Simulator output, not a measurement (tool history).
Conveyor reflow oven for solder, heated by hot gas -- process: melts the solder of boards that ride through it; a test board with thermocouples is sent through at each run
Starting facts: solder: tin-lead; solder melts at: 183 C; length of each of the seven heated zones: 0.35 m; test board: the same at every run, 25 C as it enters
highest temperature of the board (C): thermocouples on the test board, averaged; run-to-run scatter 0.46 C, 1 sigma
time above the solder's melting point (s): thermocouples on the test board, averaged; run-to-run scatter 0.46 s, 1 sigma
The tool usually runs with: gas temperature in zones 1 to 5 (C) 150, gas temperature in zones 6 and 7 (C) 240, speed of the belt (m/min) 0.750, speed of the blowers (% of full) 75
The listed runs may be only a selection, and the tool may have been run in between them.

| run | hour | gas temperature in zones 1 to 5 (C) | gas temperature in zones 6 and 7 (C) | speed of the belt (m/min) | speed of the blowers (% of full) | highest temperature of the board (C) | time above the solder's melting point (s) |
|---|---|---|---|---|---|---|---|
| 1 | 0.0 | 150 | 240 | 0.750 | 75 | 219.3 | 45.0 |
| 2 | 10.0 | 150 | 240 | 0.697 | 75 | 222.1 | 50.7 |
| 3 | 18.4 | 150 | 240 | 0.750 | 75 | 218.3 | 45.2 |
| 4 | 25.0 | 150 | 240 | 0.750 | 75 | 218.8 | 45.2 |
| 5 | 33.4 | 150 | 240 | 0.750 | 75 | 219.6 | 44.5 |
| 6 | 44.1 | 150 | 240 | 0.750 | 75 | 219.3 | 45.8 |
| 7 | 51.9 | 150 | 241 | 0.837 | 61 | 209.9 | 33.1 |
| 8 | 58.1 | 150 | 241 | 0.837 | 61 | 210.4 | 34.1 |
| 9 | 64.3 | 136 | 240 | 0.820 | 75 | 211.9 | 33.4 |
| 10 | 72.3 | 150 | 248 | 0.825 | 52 | 211.7 | 35.5 |
| 11 | 80.5 | 135 | 241 | 0.831 | 64 | 206.8 | 28.4 |
| 12 | 86.8 | 156 | 240 | 0.632 | 75 | 225.9 | 61.4 |

Forecast each of these 4 alternatives for the next run:
| A | 92.4 | 150 | 239 | 0.750 | 72 | ? | ? |
| B | 92.4 | 150 | 252 | 0.750 | 51 | ? | ? |
| C | 92.4 | 144 | 231 | 0.642 | 75 | ? | ? |
| D | 92.4 | 150 | 250 | 0.817 | 56 | ? | ? |

| run | highest temperature of the board (C) | time above the solder's melting point (s) |
|---|---|---|
| A | 217.4 | 44.4 |
| B | 218.3 | 44.5 |
| C | 214.7 | 48.7 |
| D | 216.0 | 39.4 |
Stripped of hidden state, with their random variation kept, the same runs would have yielded:
| run | highest temperature of the board (C) | time above the solder's melting point (s) |
|---|---|---|
| A | 222.1 | 47.5 |
| B | 222.7 | 47.4 |
| C | 218.4 | 51.9 |
| D | 221.1 | 42.9 |
